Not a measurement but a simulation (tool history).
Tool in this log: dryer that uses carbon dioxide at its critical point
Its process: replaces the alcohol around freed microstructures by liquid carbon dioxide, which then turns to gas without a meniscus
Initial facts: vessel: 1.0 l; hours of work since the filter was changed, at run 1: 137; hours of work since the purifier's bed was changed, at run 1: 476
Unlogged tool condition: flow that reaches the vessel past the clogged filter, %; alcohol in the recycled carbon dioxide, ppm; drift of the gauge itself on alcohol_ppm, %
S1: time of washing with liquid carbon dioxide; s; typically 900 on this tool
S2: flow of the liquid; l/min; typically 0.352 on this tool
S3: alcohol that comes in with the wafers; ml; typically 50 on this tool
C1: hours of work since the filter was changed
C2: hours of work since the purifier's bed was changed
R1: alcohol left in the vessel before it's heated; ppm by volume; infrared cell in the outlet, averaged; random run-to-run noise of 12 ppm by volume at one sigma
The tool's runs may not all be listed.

run     day    S1     S2  S3   C1   C2    R1
  1   0.000   900  0.352  50  137  476  1073
  2   1.954   900  0.215  50  153  492  4951
  3   3.892   900  0.215  50  169  508  5035
  4   5.492   900  0.215  50  182  521  5026
  5   7.400   900  0.215  50  197  536  5218
  6   8.492   900  0.215  50  206  545  5241
  7   9.621   900  0.215  50  215  554  5318
  8  11.154   900  0.215  50  227  566  5214
  9  12.058   900  0.352  62  235  574  1578
 10  13.854   900  0.352  62  249  588  1591
 11  14.817   900  0.352  62  257  596  1622
 12  16.088   900  0.352  62  268  607  1640
 13  17.271   900  0.352  62  277  616  1658
 14  18.500   900  0.352  62  287  626  1663
 15  19.462   780  0.282  62  295  634  5106
 16  20.654   660  0.431  56  305  644  2212
 17  22.242   660  0.431  80  317  656  3115
     23.917  -- inlet filter changed
 18  24.296  1020  0.431  80    3  673   416
 19  25.417   900  0.517  57   12  682   300
 20  27.625  1260  0.334  36   30  700   337
 21  28.900   900  0.269  85   40  710  4054
 22  29.996   840  0.254  73   49  719  5175
 23  31.854   840  0.254  73   64  734  5140
 24  32.892   840  0.254  73   73  743  5337
 25  34.221  1080  0.233  51   84  753  2421
 26  35.742   780  0.374  51   96  766  1435

Hidden state at the last listed run before each entry between runs and at the first one after, where it differs:
Run 17 -> run 18: inlet filter changed (day 23.917)
  flow that reaches the vessel past the clogged filter, %: 87.1 -> 99.4; alcohol in the recycled carbon dioxide, ppm: 177.2 -> 181.6
  the result without the hidden state subtracted from the measured one, R1: +1315 -> +186 ppm by volume

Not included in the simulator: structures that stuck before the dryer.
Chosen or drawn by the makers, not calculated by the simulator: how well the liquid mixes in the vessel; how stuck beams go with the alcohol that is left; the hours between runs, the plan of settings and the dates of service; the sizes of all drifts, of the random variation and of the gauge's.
